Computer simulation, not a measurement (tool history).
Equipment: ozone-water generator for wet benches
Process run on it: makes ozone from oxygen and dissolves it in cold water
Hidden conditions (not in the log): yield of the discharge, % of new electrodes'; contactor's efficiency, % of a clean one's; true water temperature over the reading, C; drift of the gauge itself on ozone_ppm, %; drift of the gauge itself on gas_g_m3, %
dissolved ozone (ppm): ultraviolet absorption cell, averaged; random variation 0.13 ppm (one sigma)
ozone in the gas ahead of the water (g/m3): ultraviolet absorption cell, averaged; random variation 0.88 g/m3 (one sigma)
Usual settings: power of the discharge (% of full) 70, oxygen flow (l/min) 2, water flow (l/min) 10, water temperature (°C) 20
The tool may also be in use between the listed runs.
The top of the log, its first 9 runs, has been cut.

run	hour	power of the discharge (% of full)	oxygen flow (l/min)	water flow (l/min)	water temperature (°C)	hours of work since the electrodes were changed	hours of work since the contactor was cleaned	hours of work since the thermometer was calibrated	dissolved ozone (ppm)	ozone in the gas ahead of the water (g/m3)
10	391.1	70	2	10	20	293	3253	37	14.5	147.1
11	417.4	70	2	10	20	310	3270	54	14.3	145.8
12	444.4	70	2	10	20	328	3288	72	14.6	146.5
13	489.1	70	2	10	20	357	3318	102	14.5	146.2
14	538.8	70	2	7	20	390	3351	135	18.7	147.7
15	576.3	70	2	7	20	415	3375	160	18.6	145.5
16	622.5	70	2	7	20	446	3406	190	18.8	145
17	676.9	70	2	10	15	482	3442	226	15.4	144.2
18	726.1	70	2	10	15	514	3474	259	15.4	144.3
19	784.5	70	2.4	13	20	553	3513	297	12.1	135.1
20	829.8	41	2.79	7	21	583	3543	327	14.3	97
21	868.7	72	2.79	7	21	609	3569	353	19.3	129.6
22	902.6	72	1.88	12	21	631	3591	375	12.5	150
23	927.4	70	1.53	10	22	647	3608	392	13.2	161.3
24	980.2	70	1.71	11	22	682	3643	427	12.5	155.3
25	1037	61	1.21	12	13	720	3680	464	10.5	164.3
26	1089.3	61	1.21	12	13	754	3715	499	10.4	162.9
27	1145.8	89	1.21	12	13	792	3752	536	12.7	197.8
28	1171	89	1.21	12	13	809	3769	553	12.6	197.7
29	1197.5	70	1.13	10	20	826	3786	571	12.4	180.6
30	1250.2	75	1.83	10	20	861	3821	605	14.6	156
31	1308.8	70	2	12	14	900	3860	644	13.3	144.8
32	1336.8	70	2	12	14	918	3879	663	13.4	144.7
33	1372.6	73	2.42	11	16	942	3902	686	15.1	138

3 options for the next run, each taken on its own from the tool as it stands now. Forecast them:
A	1417.6	70	2	15	12	972	3932	716	?	?
B	1417.6	68	2.42	11	16	972	3932	716	?	?
C	1417.6	70	3.36	10	18	972	3932	716	?	?

run	dissolved ozone (ppm)	ozone in the gas ahead of the water (g/m3)
A	11.3	144.9
B	14.5	133.3
C	15.8	119.6
With the hidden condition removed and each run's random variation left untouched, the same runs would have given:
run	dissolved ozone (ppm)	ozone in the gas ahead of the water (g/m3)
A	11.3	144.9
B	14.5	133.4
C	15.8	119.6
